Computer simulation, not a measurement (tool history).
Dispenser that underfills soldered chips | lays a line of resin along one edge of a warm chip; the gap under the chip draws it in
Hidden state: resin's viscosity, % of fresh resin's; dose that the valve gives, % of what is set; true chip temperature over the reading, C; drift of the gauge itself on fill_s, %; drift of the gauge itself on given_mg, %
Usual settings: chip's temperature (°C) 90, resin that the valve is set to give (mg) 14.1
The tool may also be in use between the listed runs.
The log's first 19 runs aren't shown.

run   hour  chip's temperature (°C)  resin that the valve is set to give (mg)  hours of work since the syringe was changed  hours of work since the valve was cleaned  hours of work since the stage was calibrated  time until the resin shows at the far edge (s)  resin that the valve gave (mg)
 20  139.3                       84                                      13.4                                           10                                         94                                           200                                            71.8                           12.85
     141.2  -- new syringe of resin
 21  145.6                       77                                      15.6                                            3                                         99                                           205                                            74.5                           14.93
 22  155.7                       77                                      15.6                                           11                                        107                                           213                                           103.9                           15.04
     156.5  -- new syringe of resin
 23  165.4                       77                                      15.6                                            7                                        114                                           220                                            86.4                              15
     172.1  -- new syringe of resin
 24  173.8                       77                                      15.6                                            1                                        120                                           226                                            65.7                           14.83
 25  179.6                       77                                      15.6                                            6                                        125                                           231                                            79.8                           14.79
 26  185.8                      102                                      15.6                                           11                                        130                                           236                                            33.6                           14.78
     187.4  -- new syringe of resin
 27  195.1                       93                                      16.3                                            6                                        137                                           243                                            40.8                           15.45
 28  201.5                       78                                      12.9                                           11                                        142                                           248                                            97.9                           12.22
     202.8  -- new syringe of resin
 29  207.1                       78                                      12.9                                            3                                        146                                           252                                            71.8                           12.24
     212.8  -- dispensing valve cleaned and set on the balance
 30    216                       77                                      15.1                                           10                                          3                                           259                                            93.7                            15.1
     219.5  -- new syringe of resin
 31  222.4                       91                                      14.1                                            2                                          7                                           263                                            35.9                              14
 32  231.2                      101                                        18                                            9                                         14                                           270                                            32.9                           17.98
     234.7  -- new syringe of resin
 33  238.1                      101                                        18                                            3                                         20                                           276                                            25.2                           17.87
 34    248                       90                                      12.4                                           11                                         27                                           283                                            56.2                           12.22
     250.1  -- new syringe of resin
 35  254.7                       96                                      12.4                                            4                                         32                                           289                                            31.9                           12.18
 36  264.2                       96                                      12.4                                           11                                         40                                           296                                            43.9                            12.2

Forecast each of these 3 alternatives for the next run:
     265.5  -- new syringe of resin
  A   272                       98                                      12.3                                            5                                         46                                           302                                               ?                               ?
     265.5  -- new syringe of resin
  B   272                       98                                      17.7                                            5                                         46                                           302                                               ?                               ?
     265.5  -- new syringe of resin
  C   272                       88                                      14.1                                            5                                         46                                           302                                               ?                               ?

run  time until the resin shows at the far edge (s)  resin that the valve gave (mg)
  A                                            31.7                           12.15
  B                                              31                           17.41
  C                                            46.9                           13.89
Without the tool's hidden state the same runs would have given:
run  time until the resin shows at the far edge (s)  resin that the valve gave (mg)
  A                                              27                           12.36
  B                                            26.5                           17.72
  C                                            40.1                           14.13
